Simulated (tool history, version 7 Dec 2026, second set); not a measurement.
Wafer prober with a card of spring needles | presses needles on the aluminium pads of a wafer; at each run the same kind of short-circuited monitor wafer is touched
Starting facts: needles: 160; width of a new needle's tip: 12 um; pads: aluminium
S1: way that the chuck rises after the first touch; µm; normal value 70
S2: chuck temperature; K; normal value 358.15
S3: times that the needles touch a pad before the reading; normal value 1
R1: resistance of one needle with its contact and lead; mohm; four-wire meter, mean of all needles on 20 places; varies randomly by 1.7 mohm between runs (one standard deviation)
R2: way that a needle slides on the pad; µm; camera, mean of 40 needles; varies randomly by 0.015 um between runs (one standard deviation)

run	hour	S1	S2	S3	R1	R2
1	0	70	358.15	1	236	10.22
# hour 10.5: tips cleaned on abrasive film
2	18.5	70	358.15	1	226	10.2
# hour 29.2: tips cleaned on abrasive film
3	35.4	70	358.15	1	223	10.19
# hour 40.6: height of the first contact set anew
# hour 47.3: tips cleaned on abrasive film
4	61.9	70	358.15	1	245	10.32
# hour 65.9: tips cleaned on abrasive film
# hour 84.1: tips cleaned on abrasive film
5	87.1	70	358.15	1	209	10.32
# hour 101.7: tips cleaned on abrasive film
6	106.8	70	358.15	1	221	10.28
# hour 121.1: tips cleaned on abrasive film
7	135.6	70	358.15	1	251	10.29
# hour 138.5: tips cleaned on abrasive film
# hour 157.2: tips cleaned on abrasive film
8	157.2	70	358.15	1	178	10.27
# hour 175.4: tips cleaned on abrasive film
9	186.9	70	358.15	1	245	10.24
# hour 193: tips cleaned on abrasive film
10	200.5	70	358.15	1	228	10.26
# hour 212: tips cleaned on abrasive film
# hour 229.8: tips cleaned on abrasive film
11	231.9	70	358.15	1	203	10.25
# hour 247.2: tips cleaned on abrasive film
12	247.2	70	387.15	1	184	10.24
# hour 265.2: tips cleaned on abrasive film
13	275.8	70	387.15	1	247	10.19
# hour 284.7: tips cleaned on abrasive film
14	299.7	70	387.15	1	249	10.18
# hour 303.3: tips cleaned on abrasive film
15	318.4	70	358.15	1	257	10.18
# hour 322.3: tips cleaned on abrasive film
16	333.9	70	358.15	1	243	10.19
# hour 339.9: tips cleaned on abrasive film
# hour 348.4: height of the first contact set anew
# hour 359.4: tips cleaned on abrasive film
17	362.2	81	351.15	1	200	11.98
# hour 377.4: tips cleaned on abrasive film
18	382.2	55	367.15	1	249	8.12
# hour 395.6: tips cleaned on abrasive film
19	406.4	58	312.15	1	274	8.52
# hour 413.2: tips cleaned on abrasive film
20	419.6	65	359.15	3	197	9.56
# hour 433: tips cleaned on abrasive film
21	437.3	65	359.15	3	195	9.55
# hour 451.4: tips cleaned on abrasive film
22	452.9	54	315.15	1	208	7.92
# hour 470.2: tips cleaned on abrasive film
23	471.9	54	315.15	1	213	7.9
# hour 487.7: tips cleaned on abrasive film
24	493	73	358.15	1	219	10.71
# hour 506.2: tips cleaned on abrasive film
25	520	88	358.15	1	226	12.91
# hour 523.8: tips cleaned on abrasive film
26	533.7	88	358.15	1	220	12.89
# hour 542.4: tips cleaned on abrasive film
# hour 560.3: tips cleaned on abrasive film
27	560.3	80	366.15	1	186	11.69
28	576.4	67	318.15	2	221	9.76
# hour 578.7: tips cleaned on abrasive film
# hour 598.6: tips cleaned on abrasive film
29	607.7	70	299.15	1	241	10.19

Same runs, no hidden state in the tool, same run-to-run variation:
Hidden conditions of the tool in this case: debris on the tips, nm; way that the needles fall short of the set height, um; tips' diameter, um; drift of the gauge itself on contact_mohm, %; drift of the gauge itself on scrub_um, %.
run	R1	R2
1	176	10.36
2	173	10.36
3	176	10.35
4	173	10.34
5	175	10.36
6	175	10.34
7	177	10.36
8	174	10.35
9	175	10.34
10	174	10.36
11	176	10.38
12	179	10.38
13	181	10.34
14	176	10.34
15	176	10.35
16	173	10.37
17	172	11.99
18	183	8.15
19	171	8.56
20	175	9.6
21	177	9.61
22	173	8
23	171	7.98
24	176	10.81
25	172	13.02
26	173	13.01
27	178	11.83
28	165	9.9
29	166	10.35
